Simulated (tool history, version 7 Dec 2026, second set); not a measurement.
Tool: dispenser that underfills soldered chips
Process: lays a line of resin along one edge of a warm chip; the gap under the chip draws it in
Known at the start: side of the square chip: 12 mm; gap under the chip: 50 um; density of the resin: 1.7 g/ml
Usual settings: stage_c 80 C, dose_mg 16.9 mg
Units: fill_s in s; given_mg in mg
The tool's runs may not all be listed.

run 1 hour=0 | stage_c=80 dose_mg=16.9 | fill_s=99.7 given_mg=15.71
-- hour=5.1 new syringe of resin
run 2 hour=6.7 | stage_c=80 dose_mg=16.9 | fill_s=61.1 given_mg=15.58
run 3 hour=14 | stage_c=80 dose_mg=16.9 | fill_s=87.8 given_mg=15.52
-- hour=21.8 new syringe of resin
run 4 hour=22.4 | stage_c=80 dose_mg=16.9 | fill_s=60.1 given_mg=15.35
run 5 hour=26.7 | stage_c=80 dose_mg=16.9 | fill_s=73.2 given_mg=15.34
-- hour=31.8 dispensing valve cleaned and set on the balance
run 6 hour=34.4 | stage_c=80 dose_mg=16.9 | fill_s=95.8 given_mg=16.8
-- hour=39.6 new syringe of resin
run 7 hour=39.9 | stage_c=80 dose_mg=16.9 | fill_s=58.7 given_mg=16.65
run 8 hour=48.3 | stage_c=80 dose_mg=16.9 | fill_s=83.8 given_mg=16.66
-- hour=56.4 new syringe of resin
run 9 hour=56.9 | stage_c=80 dose_mg=16.9 | fill_s=58.7 given_mg=16.46
run 10 hour=65.2 | stage_c=80 dose_mg=16.9 | fill_s=87 given_mg=16.56
-- hour=73.5 new syringe of resin
run 11 hour=73.8 | stage_c=80 dose_mg=16.9 | fill_s=58.4 given_mg=16.57
run 12 hour=81.2 | stage_c=80 dose_mg=16.9 | fill_s=82.6 given_mg=16.5
run 13 hour=86.9 | stage_c=82 dose_mg=19.4 | fill_s=98.9 given_mg=18.8
-- hour=90.5 new syringe of resin
run 14 hour=92.4 | stage_c=89 dose_mg=16.3 | fill_s=48.6 given_mg=15.69
run 15 hour=100.7 | stage_c=95 dose_mg=15.3 | fill_s=61.5 given_mg=14.72
run 16 hour=104.8 | stage_c=95 dose_mg=15.3 | fill_s=73.6 given_mg=14.72
-- hour=107.6 new syringe of resin
run 17 hour=110.8 | stage_c=74 dose_mg=15.3 | fill_s=85 given_mg=14.58
run 18 hour=116.7 | stage_c=89 dose_mg=16.6 | fill_s=69.2 given_mg=15.94
run 19 hour=122.8 | stage_c=68 dose_mg=16.1 | fill_s=178.7 given_mg=15.35
-- hour=124.4 new syringe of resin
run 20 hour=130.2 | stage_c=82 dose_mg=16.9 | fill_s=71.8 given_mg=15.88
run 21 hour=136.4 | stage_c=82 dose_mg=16.9 | fill_s=98.6 given_mg=15.96

Forecast each of these 5 alternatives for the next run:
-- hour=141.5 new syringe of resin
run A hour=142.4 | stage_c=80 dose_mg=17.9 | fill_s=? given_mg=?
-- hour=141.5 new syringe of resin
run B hour=142.4 | stage_c=80 dose_mg=17 | fill_s=? given_mg=?
-- hour=141.5 new syringe of resin
run C hour=142.4 | stage_c=81 dose_mg=20.7 | fill_s=? given_mg=?
-- hour=141.5 new syringe of resin
run D hour=142.4 | stage_c=80 dose_mg=20.6 | fill_s=? given_mg=?
-- hour=141.5 new syringe of resin
run E hour=142.4 | stage_c=94 dose_mg=18.4 | fill_s=? given_mg=?

run=A fill_s=60.3 given_mg=16.87
run=B fill_s=62.2 given_mg=15.94
run=C fill_s=56 given_mg=19.48
run=D fill_s=59.7 given_mg=19.39
run=E fill_s=39.7 given_mg=17.25
Without the tool's hidden state the same runs would have given:
run=A fill_s=55.5 given_mg=17.92
run=B fill_s=57.1 given_mg=16.93
run=C fill_s=51.8 given_mg=20.7
run=D fill_s=55.3 given_mg=20.6
run=E fill_s=36.7 given_mg=18.34
